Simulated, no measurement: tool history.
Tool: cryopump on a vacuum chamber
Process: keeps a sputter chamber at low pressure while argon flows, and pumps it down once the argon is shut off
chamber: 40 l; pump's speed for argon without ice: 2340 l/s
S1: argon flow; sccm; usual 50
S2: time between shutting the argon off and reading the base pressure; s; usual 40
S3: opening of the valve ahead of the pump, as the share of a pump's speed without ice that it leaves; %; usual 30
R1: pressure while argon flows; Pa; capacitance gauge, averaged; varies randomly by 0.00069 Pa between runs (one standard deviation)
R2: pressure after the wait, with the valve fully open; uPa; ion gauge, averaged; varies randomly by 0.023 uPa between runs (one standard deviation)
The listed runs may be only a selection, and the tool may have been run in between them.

run 1 hour=0 | S1=50 S2=40 S3=30 | R1=0.1236 R2=1.35
run 2 hour=16.3 | S1=50 S2=40 S3=30 | R1=0.1245 R2=1.33
run 3 hour=34.1 | S1=50 S2=40 S3=30 | R1=0.1234 R2=1.35
run 4 hour=43.5 | S1=50 S2=40 S3=30 | R1=0.1243 R2=1.34
run 5 hour=60 | S1=50 S2=40 S3=30 | R1=0.1249 R2=1.38
run 6 hour=69.6 | S1=50 S2=40 S3=30 | R1=0.1234 R2=1.35
run 7 hour=84.2 | S1=50 S2=40 S3=30 | R1=0.1235 R2=1.33
run 8 hour=94.1 | S1=50 S2=41 S3=30 | R1=0.1256 R2=1.38
run 9 hour=111.6 | S1=50 S2=40 S3=30 | R1=0.1245 R2=1.36
run 10 hour=126.8 | S1=50 S2=40 S3=47 | R1=0.0809 R2=1.37
run 11 hour=142 | S1=50 S2=184 S3=47 | R1=0.08 R2=0.92
run 12 hour=159.4 | S1=50 S2=184 S3=47 | R1=0.0806 R2=0.89
run 13 hour=170.3 | S1=50 S2=51 S3=30 | R1=0.1248 R2=1.26
run 14 hour=184.7 | S1=50 S2=40 S3=21 | R1=0.1767 R2=1.39
run 15 hour=198.5 | S1=50 S2=299 S3=30 | R1=0.1245 R2=0.91
run 16 hour=207.3 | S1=50 S2=155 S3=30 | R1=0.1251 R2=0.93
run 17 hour=218.5 | S1=50 S2=155 S3=30 | R1=0.1254 R2=0.92
run 18 hour=232.8 | S1=50 S2=155 S3=30 | R1=0.125 R2=0.98
run 19 hour=241.1 | S1=24 S2=47 S3=42 | R1=0.0433 R2=1.28
run 20 hour=255 | S1=24 S2=47 S3=42 | R1=0.0438 R2=1.3
run 21 hour=263 | S1=50 S2=133 S3=30 | R1=0.1244 R2=0.96
run 22 hour=275.4 | S1=50 S2=133 S3=30 | R1=0.1253 R2=1.04
run 23 hour=292 | S1=82 S2=66 S3=41 | R1=0.1525 R2=1.18
run 24 hour=301.8 | S1=82 S2=66 S3=41 | R1=0.151 R2=1.18
run 25 hour=319.5 | S1=82 S2=66 S3=41 | R1=0.1535 R2=1.15
run 26 hour=337.8 | S1=31 S2=113 S3=31 | R1=0.0768 R2=1.04
run 27 hour=349.8 | S1=31 S2=113 S3=31 | R1=0.0763 R2=1.03
run 28 hour=363.1 | S1=31 S2=72 S3=49 | R1=0.0483 R2=1.2
run 29 hour=371.2 | S1=31 S2=72 S3=49 | R1=0.0496 R2=1.11
run 30 hour=379.7 | S1=30 S2=40 S3=30 | R1=0.0755 R2=1.42
run 31 hour=389.3 | S1=30 S2=32 S3=30 | R1=0.0764 R2=1.58
run 32 hour=407.2 | S1=30 S2=32 S3=30 | R1=0.0768 R2=1.59
run 33 hour=424.1 | S1=43 S2=40 S3=44 | R1=0.0759 R2=1.44
run 34 hour=433.2 | S1=50 S2=105 S3=36 | R1=0.1049 R2=1.07
run 35 hour=448.1 | S1=50 S2=76 S3=30 | R1=0.1265 R2=1.17

Predict each of these 3 candidate next runs independently; none follows another, all start after run 35:
run A hour=462.6 | S1=50 S2=76 S3=40 | R1=? R2=?
run B hour=462.6 | S1=50 S2=69 S3=23 | R1=? R2=?
run C hour=462.6 | S1=50 S2=147 S3=41 | R1=? R2=?

run=A R1=0.0954 R2=1.2
run=B R1=0.1643 R2=1.24
run=C R1=0.0944 R2=1.03
Without the tool's hidden state the same runs would have given:
run=A R1=0.0894 R2=0.45
run=B R1=0.1582 R2=0.48
run=C R1=0.0883 R2=0.31
